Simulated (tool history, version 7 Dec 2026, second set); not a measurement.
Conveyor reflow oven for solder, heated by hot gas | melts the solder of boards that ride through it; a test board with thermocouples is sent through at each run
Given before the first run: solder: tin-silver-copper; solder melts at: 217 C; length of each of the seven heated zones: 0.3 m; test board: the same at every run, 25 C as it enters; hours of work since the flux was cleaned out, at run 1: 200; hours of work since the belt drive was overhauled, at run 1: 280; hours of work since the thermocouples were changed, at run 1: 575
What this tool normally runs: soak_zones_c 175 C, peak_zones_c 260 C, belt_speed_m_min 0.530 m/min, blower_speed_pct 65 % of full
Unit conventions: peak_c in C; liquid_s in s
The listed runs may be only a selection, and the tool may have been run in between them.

run,hour,soak_zones_c,peak_zones_c,belt_speed_m_min,blower_speed_pct,hours of work since the flux was cleaned out,hours of work since the belt drive was overhauled,hours of work since the thermocouples were changed,peak_c,liquid_s
1,0.0,175,260,0.530,65,200,280,575,248.6,50.0
2,41.5,175,260,0.530,65,221,300,595,248.7,50.3
3,98.1,175,260,0.530,65,248,328,623,248.7,49.9
# hour 115.2: thermocouples of zones 6 and 7 changed
4,138.5,170,260,0.530,65,267,346,11,247.9,47.7
5,182.0,175,260,0.548,65,288,367,32,247.3,47.0
6,235.0,175,260,0.548,85,314,393,58,251.1,50.7
7,273.6,175,264,0.530,65,332,412,77,252.1,52.1
8,328.8,175,265,0.530,65,359,439,104,252.8,52.7
9,407.8,175,265,0.530,65,397,477,142,253.0,52.7
10,491.5,175,265,0.530,65,438,518,183,252.8,52.4
11,565.5,175,265,0.599,65,474,553,219,248.6,43.4
# hour 586.4: flux residue cleaned out of gas plates and filters
12,631.5,175,265,0.599,65,22,583,248,250.7,44.9
13,705.6,185,258,0.481,71,58,619,284,251.7,63.2
14,772.6,185,251,0.481,71,90,652,317,245.4,59.1
15,838.8,171,260,0.614,87,122,684,349,249.2,43.2
16,905.9,171,260,0.614,87,155,716,381,249.2,43.1
17,958.3,175,260,0.575,51,181,742,407,243.2,40.7

For each run, the measured value with the value that run would have given without the tool's hidden condition subtracted. The run-to-run variation is shared by both, the gauge scatter possibly not:
Unlogged tool condition in this case: heat that the gas passes to the board, % of a clean oven's; belt's true speed, % of the reading; true gas temperature in zones 6 and 7 over the reading, C; drift of the gauge itself on peak_c, C; drift of the gauge itself on liquid_s, %.
run,peak_c,liquid_s
1,-0.1,-0.1
2,-0.1,-0.1
3,-0.2,-0.1
4,-0.3,-0.3
5,-0.4,-0.3
6,-0.5,-0.4
7,-0.4,-0.2
8,-0.5,-0.2
9,-0.6,-0.2
10,-0.7,-0.3
11,-1.1,-0.7
12,+0.8,+1.0
13,+0.8,+1.1
14,+0.7,+1.1
15,+0.5,+0.7
16,+0.3,+0.6
17,+0.6,+1.0
